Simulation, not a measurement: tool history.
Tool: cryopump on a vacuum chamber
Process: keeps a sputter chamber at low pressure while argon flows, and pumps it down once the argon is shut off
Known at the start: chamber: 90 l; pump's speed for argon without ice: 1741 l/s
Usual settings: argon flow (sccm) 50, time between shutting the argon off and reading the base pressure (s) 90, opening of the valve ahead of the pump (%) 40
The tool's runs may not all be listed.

| run | day | argon flow (sccm) | time between shutting the argon off and reading the base pressure (s) | opening of the valve ahead of the pump (%) | pressure while argon flows (Pa) | pressure after the wait (uPa) |
|---|---|---|---|---|---|---|
| 1 | 0.000 | 50 | 90 | 40 | 0.1291 | 1.32 |
| 2 | 0.733 | 50 | 162 | 40 | 0.1295 | 0.96 |
| 3 | 1.633 | 50 | 90 | 40 | 0.1299 | 1.37 |
| 4 | 2.517 | 50 | 90 | 31 | 0.1648 | 1.36 |
| 5 | 3.125 | 50 | 90 | 40 | 0.1302 | 1.32 |
| 6 | 3.933 | 50 | 90 | 40 | 0.1308 | 1.35 |
| 7 | 4.417 | 50 | 90 | 40 | 0.1296 | 1.37 |
| 8 | 5.383 | 99 | 90 | 40 | 0.2596 | 1.41 |
| 9 | 6.008 | 99 | 90 | 40 | 0.2606 | 1.40 |
| 10 | 6.550 | 99 | 90 | 40 | 0.2595 | 1.35 |
| 11 | 7.246 | 99 | 90 | 40 | 0.2590 | 1.39 |
| 12 | 7.704 | 50 | 90 | 40 | 0.1305 | 1.36 |
| 13 | 8.675 | 50 | 90 | 35 | 0.1500 | 1.44 |
| 14 | 9.662 | 50 | 90 | 40 | 0.1310 | 1.47 |
| 15 | 10.646 | 50 | 90 | 40 | 0.1328 | 1.49 |
| 16 | 11.112 | 50 | 90 | 40 | 0.1324 | 1.48 |
| 17 | 11.892 | 50 | 90 | 40 | 0.1332 | 1.48 |
| 18 | 12.862 | 50 | 90 | 32 | 0.1643 | 1.49 |
| 19 | 13.696 | 50 | 90 | 35 | 0.1514 | 1.46 |
| 20 | 14.338 | 88 | 154 | 58 | 0.1684 | 1.15 |
| 21 | 14.925 | 47 | 154 | 34 | 0.1454 | 1.13 |
| 22 | 15.808 | 54 | 20 | 24 | 0.2321 | 4.36 |
| 23 | 16.283 | 50 | 55 | 19 | 0.2660 | 2.09 |
| 24 | 17.242 | 66 | 50 | 33 | 0.2121 | 2.21 |
| 25 | 18.058 | 57 | 90 | 46 | 0.1328 | 1.48 |
| 26 | 18.725 | 29 | 90 | 37 | 0.0837 | 1.51 |
| 27 | 19.258 | 29 | 90 | 37 | 0.0839 | 1.54 |
| 28 | 19.721 | 23 | 90 | 57 | 0.0458 | 1.51 |
| 29 | 20.175 | 45 | 90 | 57 | 0.0888 | 1.56 |
| 30 | 21.150 | 45 | 90 | 57 | 0.0901 | 1.60 |
| 31 | 21.767 | 33 | 104 | 34 | 0.1035 | 1.49 |

Forecast each of these 4 alternatives for the next run:
| A | 22.692 | 29 | 104 | 34 | ? | ? |
| B | 22.692 | 53 | 96 | 38 | ? | ? |
| C | 22.692 | 79 | 93 | 40 | ? | ? |
| D | 22.692 | 55 | 291 | 56 | ? | ? |

| run | pressure while argon flows (Pa) | pressure after the wait (uPa) |
|---|---|---|
| A | 0.0908 | 1.46 |
| B | 0.1510 | 1.55 |
| C | 0.2158 | 1.55 |
| D | 0.1124 | 1.05 |
Without the tool's hidden state the same runs would have given:
| run | pressure while argon flows (Pa) | pressure after the wait (uPa) |
|---|---|---|
| A | 0.0823 | 0.83 |
| B | 0.1354 | 0.92 |
| C | 0.1925 | 0.93 |
| D | 0.0960 | 0.42 |
